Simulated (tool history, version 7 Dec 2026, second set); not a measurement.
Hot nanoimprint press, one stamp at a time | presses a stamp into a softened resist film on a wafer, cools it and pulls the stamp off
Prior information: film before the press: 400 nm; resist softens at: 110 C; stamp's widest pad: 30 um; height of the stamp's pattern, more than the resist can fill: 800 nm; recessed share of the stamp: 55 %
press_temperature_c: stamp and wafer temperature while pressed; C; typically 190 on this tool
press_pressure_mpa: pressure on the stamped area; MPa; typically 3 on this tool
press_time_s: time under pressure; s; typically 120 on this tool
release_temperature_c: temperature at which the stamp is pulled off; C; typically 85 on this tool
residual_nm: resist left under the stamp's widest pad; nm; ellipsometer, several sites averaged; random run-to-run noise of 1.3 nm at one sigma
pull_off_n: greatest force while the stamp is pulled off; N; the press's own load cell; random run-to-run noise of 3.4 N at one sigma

run	hour	press_temperature_c	press_pressure_mpa	press_time_s	release_temperature_c	residual_nm	pull_off_n
1	0	190	3	120	85	237.5	166
2	15.2	190	3	120	85	236.3	167
3	39.1	190	3	120	85	237	172
4	56.8	194	3	120	85	210.1	181
5	69.3	190	1.89	120	85	273.2	188
6	79.9	190	1.89	120	85	274.7	181
7	91.2	190	1.89	120	85	273	197
8	114.4	190	1.89	120	85	276.1	198
9	129.5	190	1.89	120	85	273	207
# hour 146.9: stamp cleaned and given a new release coat
10	151.9	190	1.89	120	85	273.8	164
11	165.7	190	1.89	120	85	271.9	164
12	184	190	1.89	120	85	276.7	171
13	201.8	190	3	120	85	240.5	183
14	225.4	190	3	120	83	240.4	191
15	240.8	190	3	120	85	241.3	195
16	264.6	186	3	120	85	273.9	199
17	286.6	199	2.11	69	74	247.1	226
# hour 291.8: plate thermocouple calibrated
# hour 297.8: stamp cleaned and given a new release coat
18	320.8	190	3	117	85	250.8	174
19	335.6	196	3	117	85	205.8	172
20	358.1	190	3	155	76	230.7	204
21	373.3	190	3	112	85	257.5	185
# hour 398.5: plate thermocouple calibrated, once more
22	398.5	190	3	112	85	240.4	194
23	418.2	190	3.62	154	85	204.8	198
24	430.8	201	2.82	72	71	204.4	230
# hour 448.4: stamp cleaned and given a new release coat
25	462.4	201	2.82	72	71	203.5	190
26	475.1	202	1.86	156	91	169.1	163
27	486.6	181	2.17	226	73	280.5	196
28	509.1	179	2.17	203	86	306.5	178
29	524.8	190	3	76	76	271.8	203
30	546.7	181	3	76	76	331.2	209
31	560	181	3	76	76	333.1	212

For some of the steps in residual_nm from one run to the next: how much would appear even if the tool had no hidden state, given the settings, what came in and random variation, and how much remains for the hidden state plus any gauge scatter that the measured result and the result without hidden state don't share?
Hidden state at play: true temperature over the reading, C; pressure that arrives at the usual setting, %; grip of the stamp's worn release coat, % over a new coat's; drift of the gauge itself on residual_nm, %; drift of the gauge itself on pull_off_n, %.
Run 4 -> 5: press_temperature_c 194 -> 190, press_pressure_mpa 3 -> 1.89. residual_nm +63.1 nm: hidden state -0.4, all else +63.5.
Run 17 -> 18: press_temperature_c 199 -> 190, press_pressure_mpa 2.11 -> 3, press_time_s 69 -> 117, release_temperature_c 74 -> 85, plate thermocouple calibrated, stamp cleaned and given a new release coat. residual_nm +3.7 nm: hidden state +7.7, all else -4.
Run 19 -> 20: press_temperature_c 196 -> 190, press_time_s 117 -> 155, release_temperature_c 85 -> 76. residual_nm +24.9 nm: hidden state +2.2, all else +22.7.
Run 21 -> 22: plate thermocouple calibrated, once more. residual_nm -17.1 nm: hidden state -15.2, all else -1.9.
Run 26 -> 27: press_temperature_c 202 -> 181, press_pressure_mpa 1.86 -> 2.17, press_time_s 156 -> 226, release_temperature_c 91 -> 73. residual_nm +111.4 nm: hidden state +0.8, all else +110.6.
Run 29 -> 30: press_temperature_c 190 -> 181. residual_nm +59.4 nm: hidden state -0.9, all else +60.3.
